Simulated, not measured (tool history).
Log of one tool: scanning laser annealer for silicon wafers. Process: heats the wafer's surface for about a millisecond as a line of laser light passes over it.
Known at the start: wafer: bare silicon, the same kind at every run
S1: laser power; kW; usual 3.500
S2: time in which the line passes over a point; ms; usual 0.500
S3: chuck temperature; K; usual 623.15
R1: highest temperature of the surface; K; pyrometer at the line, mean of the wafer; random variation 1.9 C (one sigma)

run 1 hour=0.0 | S1=3.500 S2=0.500 S3=623.15 | R1=1470.15
run 2 hour=12.9 | S1=3.500 S2=0.500 S3=603.15 | R1=1450.15
run 3 hour=36.2 | S1=3.500 S2=0.500 S3=603.15 | R1=1451.15
run 4 hour=53.1 | S1=3.500 S2=0.500 S3=649.15 | R1=1490.15
run 5 hour=64.7 | S1=3.500 S2=0.500 S3=649.15 | R1=1499.15
run 6 hour=88.6 | S1=3.500 S2=0.500 S3=623.15 | R1=1470.15
run 7 hour=113.4 | S1=3.500 S2=0.500 S3=623.15 | R1=1470.15
run 8 hour=129.1 | S1=3.500 S2=0.500 S3=623.15 | R1=1467.15
run 9 hour=140.5 | S1=3.500 S2=0.500 S3=623.15 | R1=1467.15
run 10 hour=164.5 | S1=3.500 S2=0.500 S3=623.15 | R1=1468.15
run 11 hour=183.2 | S1=3.500 S2=0.500 S3=610.15 | R1=1452.15
-- hour=193.4 window over the wafer cleaned
run 12 hour=202.2 | S1=3.500 S2=0.500 S3=610.15 | R1=1453.15
run 13 hour=216.7 | S1=3.500 S2=0.500 S3=610.15 | R1=1455.15
run 14 hour=230.9 | S1=3.500 S2=0.500 S3=610.15 | R1=1454.15
run 15 hour=251.5 | S1=3.779 S2=0.500 S3=610.15 | R1=1527.15
run 16 hour=263.5 | S1=3.779 S2=0.500 S3=610.15 | R1=1527.15
run 17 hour=279.7 | S1=3.779 S2=0.500 S3=610.15 | R1=1525.15
run 18 hour=304.7 | S1=3.830 S2=0.500 S3=646.15 | R1=1575.15
run 19 hour=328.3 | S1=3.838 S2=0.500 S3=609.15 | R1=1543.15
run 20 hour=345.0 | S1=3.424 S2=0.500 S3=623.15 | R1=1447.15
run 21 hour=358.8 | S1=3.500 S2=0.389 S3=623.15 | R1=1372.15
run 22 hour=380.6 | S1=3.500 S2=0.559 S3=602.15 | R1=1498.15
run 23 hour=402.0 | S1=3.031 S2=0.365 S3=593.15 | R1=1217.15
run 24 hour=424.8 | S1=3.289 S2=0.507 S3=603.15 | R1=1402.15
run 25 hour=437.9 | S1=3.500 S2=0.414 S3=624.15 | R1=1394.15
run 26 hour=455.4 | S1=3.513 S2=0.374 S3=661.15 | R1=1397.15
run 27 hour=475.9 | S1=3.794 S2=0.374 S3=621.15 | R1=1418.15
run 28 hour=497.4 | S1=3.843 S2=0.559 S3=597.15 | R1=1583.15
run 29 hour=516.1 | S1=3.500 S2=0.469 S3=590.15 | R1=1410.15
run 30 hour=528.4 | S1=3.551 S2=0.500 S3=623.15 | R1=1487.15
run 31 hour=539.2 | S1=3.551 S2=0.388 S3=657.15 | R1=1416.15
run 32 hour=554.5 | S1=3.551 S2=0.388 S3=657.15 | R1=1417.15
run 33 hour=578.3 | S1=3.750 S2=0.527 S3=633.15 | R1=1568.15
run 34 hour=595.4 | S1=3.750 S2=0.527 S3=633.15 | R1=1569.15

Forecast each of these 4 alternatives for the next run:
run A hour=618.4 | S1=3.695 S2=0.409 S3=643.15 | R1=?
run B hour=618.4 | S1=3.074 S2=0.500 S3=623.15 | R1=?
run C hour=618.4 | S1=3.010 S2=0.513 S3=605.15 | R1=?
run D hour=618.4 | S1=2.998 S2=0.572 S3=619.15 | R1=?

run=A R1=1456.15
run=B R1=1359.15
run=C R1=1335.15
run=D R1=1387.15
Without the tool's hidden state the same runs would have given:
run=A R1=1456.15
run=B R1=1359.15
run=C R1=1335.15
run=D R1=1387.15
